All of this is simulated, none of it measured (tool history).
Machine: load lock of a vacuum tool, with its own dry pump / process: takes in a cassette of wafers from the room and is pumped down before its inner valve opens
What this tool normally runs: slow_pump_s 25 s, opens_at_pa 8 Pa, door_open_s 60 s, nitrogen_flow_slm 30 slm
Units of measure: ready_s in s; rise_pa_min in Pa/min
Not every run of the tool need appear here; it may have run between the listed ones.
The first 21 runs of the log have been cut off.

run     hour  slow_pump_s  opens_at_pa  door_open_s  nitrogen_flow_slm  incoming humidity of the room's air, %  ready_s  rise_pa_min
     10077.7  -- dry pump taken out, an overhauled one fitted
 22  10123.4           14           13          203                 30                                    46.4     25.4        0.335
 23  10745.3           29            8           99                 13                                    45.2     39.4        0.350
 24  11184.1           30            8           99                 13                                    41.8     40.4        0.364
 25  11762.5           20            7           41                 30                                    45.3     32.0        0.341
 26  12139.4           20            7           41                 30                                    46.1     31.8        0.355
 27  12656.3           20            7           41                 30                                    44.6     32.1        0.365
 28  13130.3           24           15           60                 30                                    44.6     34.4        0.406
 29  13697.9           24           15           60                 30                                    48.5     34.8        0.432
 30  14188.5           39           11           70                  8                                    45.2     48.3        0.483
 31  14556.3           25            8          134                 30                                    44.5     36.5        0.490
 32  15075.1           25            6           27                 30                                    44.0     37.1        0.476
 33  15453.9           25            6           27                 30                                    45.6     37.0        0.472
 34  15860.9           20            8           60                 30                                    43.1     32.2        0.512
 35  16364.9           20            8           60                 30                                    42.9     32.6        0.525
 36  16669.5           45            8           60                 30                                    42.9     54.1        0.533

What if the next run were any one of these 4? Each begins from the tool's condition after run 36:
  A  17195.0           16           11           40                 30                                    47.7        ?            ?
  B  17195.0           21           15           60                 30                                    46.1        ?            ?
  C  17195.0           23            8           60                  5                                    45.4        ?            ?
  D  17195.0           25           15           37                 30                                    45.4        ?            ?

run  ready_s  rise_pa_min
  A     28.5        0.554
  B     32.4        0.563
  C     35.1        0.601
  D     35.7        0.550
The same runs, with their run-to-run variation unchanged, on a tool lacking any hidden condition would have given:
run  ready_s  rise_pa_min
  A     27.4        0.046
  B     31.4        0.054
  C     34.1        0.093
  D     34.8        0.041
